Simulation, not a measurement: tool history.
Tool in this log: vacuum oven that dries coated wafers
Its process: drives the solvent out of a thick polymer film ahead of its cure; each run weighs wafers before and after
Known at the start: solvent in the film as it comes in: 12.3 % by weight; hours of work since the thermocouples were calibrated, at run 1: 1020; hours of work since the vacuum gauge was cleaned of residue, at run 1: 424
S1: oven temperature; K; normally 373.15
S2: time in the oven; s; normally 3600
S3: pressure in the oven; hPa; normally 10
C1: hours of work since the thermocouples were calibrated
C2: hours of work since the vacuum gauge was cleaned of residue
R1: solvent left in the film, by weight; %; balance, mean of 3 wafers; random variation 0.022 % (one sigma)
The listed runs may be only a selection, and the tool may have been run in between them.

| run | hour | S1 | S2 | S3 | C1 | C2 | R1 |
|---|---|---|---|---|---|---|---|
| 1 | 0 | 373.15 | 3600 | 10 | 1020 | 424 | 0.59 |
| 2 | 15.7 | 373.15 | 3600 | 10 | 1028 | 432 | 0.58 |
| 3 | 29.8 | 373.15 | 3600 | 10 | 1036 | 440 | 0.61 |
| 4 | 46.1 | 373.15 | 2880 | 10 | 1045 | 449 | 0.87 |
| 5 | 60.9 | 373.15 | 2880 | 10 | 1054 | 458 | 0.86 |
| 6 | 81 | 373.15 | 3300 | 10 | 1065 | 469 | 0.68 |
| 7 | 91.6 | 373.15 | 3300 | 10 | 1071 | 475 | 0.7 |
| 8 | 105.8 | 373.15 | 3300 | 10 | 1079 | 483 | 0.67 |
| 9 | 121.4 | 373.15 | 2040 | 10 | 1087 | 492 | 1.59 |
| 10 | 135.6 | 373.15 | 3600 | 10 | 1095 | 500 | 0.55 |
| 11 | 147.7 | 373.15 | 3600 | 10 | 1102 | 506 | 0.62 |
| 12 | 164.5 | 373.15 | 3600 | 10 | 1112 | 516 | 0.56 |
| 13 | 178.7 | 373.15 | 3600 | 10 | 1120 | 524 | 0.59 |
| 14 | 200.6 | 373.15 | 3600 | 10.6 | 1132 | 536 | 0.63 |
| 15 | 222.8 | 373.15 | 3600 | 10.6 | 1144 | 548 | 0.6 |
| 16 | 233.5 | 363.15 | 3600 | 10 | 1150 | 554 | 1.5 |
| 17 | 251.5 | 363.15 | 3600 | 10 | 1160 | 564 | 1.51 |
| 18 | 267.8 | 373.15 | 2040 | 10 | 1169 | 574 | 1.59 |
| 19 | 285.2 | 373.15 | 2040 | 10 | 1179 | 583 | 1.56 |
| 20 | 297.8 | 373.15 | 2040 | 10 | 1186 | 590 | 1.56 |
| 21 | 313.3 | 370.15 | 3600 | 10 | 1195 | 599 | 0.78 |
| 22 | 327.3 | 370.15 | 3600 | 10 | 1203 | 607 | 0.79 |
| 23 | 339.9 | 370.15 | 3600 | 10 | 1210 | 614 | 0.79 |
| 24 | 352.7 | 366.15 | 3600 | 10 | 1217 | 621 | 1.18 |
| 25 | 372.6 | 361.15 | 3540 | 10 | 1228 | 632 | 1.82 |
| 26 | 390.8 | 361.15 | 3540 | 10 | 1238 | 642 | 1.88 |
| 27 | 404.3 | 384.15 | 3600 | 16.8 | 1246 | 650 | 0.36 |
| 28 | 416.6 | 373.15 | 4620 | 10 | 1253 | 657 | 0.39 |
| 29 | 435.7 | 373.15 | 4620 | 10 | 1263 | 668 | 0.42 |
| 30 | 457.6 | 375.15 | 2220 | 26.1 | 1276 | 680 | 1.53 |
| 31 | 476.5 | 375.15 | 2220 | 17.3 | 1286 | 690 | 1.27 |
| 32 | 485.8 | 363.15 | 3600 | 25.4 | 1292 | 696 | 2.03 |
| 33 | 500.6 | 386.15 | 2400 | 10.9 | 1300 | 704 | 0.3 |
| 34 | 519.4 | 366.15 | 4920 | 10.9 | 1310 | 714 | 0.73 |
|  | 533.2 | oven's thermocouples calibrated |
| 35 | 534.9 | 366.15 | 4920 | 10.9 | 1 | 722 | 0.89 |
| 36 | 546.8 | 362.15 | 2220 | 38.1 | 8 | 729 | 4.49 |
| 37 | 560.5 | 381.15 | 3720 | 10.7 | 15 | 736 | 0.35 |
| 38 | 577.3 | 371.15 | 3960 | 10.7 | 25 | 746 | 0.8 |
| 39 | 595.3 | 373.15 | 3600 | 9.6 | 35 | 756 | 0.71 |
| 40 | 604.6 | 386.15 | 5160 | 12.1 | 40 | 761 | 0.27 |
| 41 | 626.3 | 384.15 | 5160 | 23.3 | 52 | 773 | 0.49 |
| 42 | 637.8 | 384.15 | 5160 | 23.3 | 59 | 780 | 0.57 |
| 43 | 648 | 365.15 | 3600 | 17.3 | 64 | 785 | 1.85 |
| 44 | 666.7 | 380.15 | 3600 | 12.1 | 75 | 796 | 0.47 |
| 45 | 683.8 | 380.15 | 3600 | 12.1 | 84 | 805 | 0.43 |
| 46 | 701.5 | 380.15 | 3600 | 12.1 | 94 | 815 | 0.44 |

Entry by entry between the runs, the difference in hidden state between the last listed run before and the first listed run after:
Runs 34 to 35: oven's thermocouples calibrated (hour 533.2)
  true wafer temperature over the reading, C: 2.42 -> -0.21; true pressure over the reading, kPa: 0.308 -> 0.312
  measured minus no-state result, R1: -0.07 -> +0.13 %

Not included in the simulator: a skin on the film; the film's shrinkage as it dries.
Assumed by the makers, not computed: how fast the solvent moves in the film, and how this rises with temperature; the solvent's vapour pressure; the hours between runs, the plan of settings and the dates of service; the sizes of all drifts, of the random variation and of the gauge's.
